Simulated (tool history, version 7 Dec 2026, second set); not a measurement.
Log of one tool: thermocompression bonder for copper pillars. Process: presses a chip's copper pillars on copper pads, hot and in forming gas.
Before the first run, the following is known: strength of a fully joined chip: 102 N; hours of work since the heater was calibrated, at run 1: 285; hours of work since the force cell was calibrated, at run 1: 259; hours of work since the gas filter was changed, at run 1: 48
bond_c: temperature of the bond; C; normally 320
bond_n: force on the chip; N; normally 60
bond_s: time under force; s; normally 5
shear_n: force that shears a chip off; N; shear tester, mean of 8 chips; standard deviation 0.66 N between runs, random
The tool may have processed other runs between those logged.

| run | hour | bond_c | bond_n | bond_s | hours of work since the heater was calibrated | hours of work since the force cell was calibrated | hours of work since the gas filter was changed | shear_n |
|---|---|---|---|---|---|---|---|---|
| 1 | 0 | 320 | 60 | 5 | 285 | 259 | 48 | 40.6 |
| 2 | 10.5 | 320 | 60 | 5 | 291 | 265 | 53 | 41.7 |
| 3 | 17.4 | 320 | 60 | 5 | 294 | 268 | 57 | 41.4 |
| 4 | 28 | 320 | 60 | 5 | 300 | 274 | 62 | 41.3 |
| 5 | 33.5 | 320 | 60 | 5 | 303 | 277 | 65 | 40 |
| 6 | 42.7 | 320 | 60 | 5 | 307 | 281 | 70 | 40.5 |
| 7 | 50.3 | 320 | 60 | 5 | 311 | 285 | 74 | 42.1 |
| 8 | 62.6 | 326 | 60 | 5 | 318 | 292 | 80 | 44.7 |
| 9 | 71.8 | 326 | 60 | 3 | 323 | 297 | 85 | 36.3 |
| 10 | 80.1 | 326 | 60 | 3 | 327 | 301 | 90 | 36.1 |
| 11 | 90.5 | 326 | 60 | 3 | 332 | 306 | 95 | 36.3 |
| 12 | 97 | 326 | 60 | 3 | 336 | 310 | 98 | 35.8 |
| 13 | 107.5 | 326 | 60 | 3 | 341 | 315 | 104 | 35.1 |
| 14 | 118.2 | 320 | 56 | 5 | 347 | 321 | 109 | 38 |
| 15 | 126.5 | 320 | 56 | 5 | 351 | 325 | 114 | 37.4 |
| 16 | 138.3 | 298 | 56 | 5 | 357 | 331 | 120 | 30.5 |
| 17 | 148.7 | 298 | 56 | 5 | 363 | 337 | 125 | 29.4 |
| 18 | 161.7 | 320 | 60 | 5 | 370 | 344 | 132 | 40.9 |
| 19 | 171.8 | 320 | 38 | 5 | 375 | 349 | 137 | 24.3 |
| 20 | 180.7 | 320 | 38 | 5 | 380 | 354 | 142 | 24 |
| 21 | 193.8 | 345 | 40 | 5 | 386 | 360 | 149 | 33 |
| 22 | 205.3 | 345 | 40 | 5 | 392 | 366 | 155 | 34 |
| 23 | 214.9 | 320 | 68 | 11 | 397 | 371 | 160 | 59.7 |
| 24 | 222.9 | 320 | 38 | 9 | 402 | 376 | 164 | 29.8 |
| 25 | 230.7 | 320 | 39 | 5 | 406 | 380 | 168 | 24 |
| 26 | 241.1 | 320 | 78 | 5 | 411 | 385 | 174 | 50.8 |
| 27 | 252.7 | 342 | 53 | 9 | 417 | 391 | 180 | 53.5 |
| 28 | 262.4 | 295 | 80 | 15 | 422 | 396 | 185 | 60.1 |
| 29 | 275 | 337 | 69 | 13 | 429 | 403 | 191 | 69.4 |
| 30 | 283.2 | 295 | 69 | 13 | 433 | 407 | 196 | 49.3 |
| 31 | 292.7 | 320 | 46 | 8 | 438 | 412 | 201 | 35.7 |
| 32 | 300.6 | 319 | 60 | 5 | 442 | 416 | 205 | 39.2 |
| 33 | 313.7 | 345 | 52 | 5 | 449 | 423 | 212 | 41.8 |
| 34 | 319.2 | 338 | 82 | 5 | 452 | 426 | 214 | 60.5 |
| 35 | 329.5 | 300 | 76 | 7 | 457 | 431 | 220 | 45.9 |
| 36 | 336.2 | 291 | 85 | 8 | 461 | 435 | 223 | 50.5 |

For run 37, what comes out?
| 37 | 347.6 | 347 | 64 | 4 | 467 | 441 | 229 | ? |

{"run 37": {"shear_n": 49.3}}
With no hidden state in the tool, this same run would have given shear_n 53.6 N.

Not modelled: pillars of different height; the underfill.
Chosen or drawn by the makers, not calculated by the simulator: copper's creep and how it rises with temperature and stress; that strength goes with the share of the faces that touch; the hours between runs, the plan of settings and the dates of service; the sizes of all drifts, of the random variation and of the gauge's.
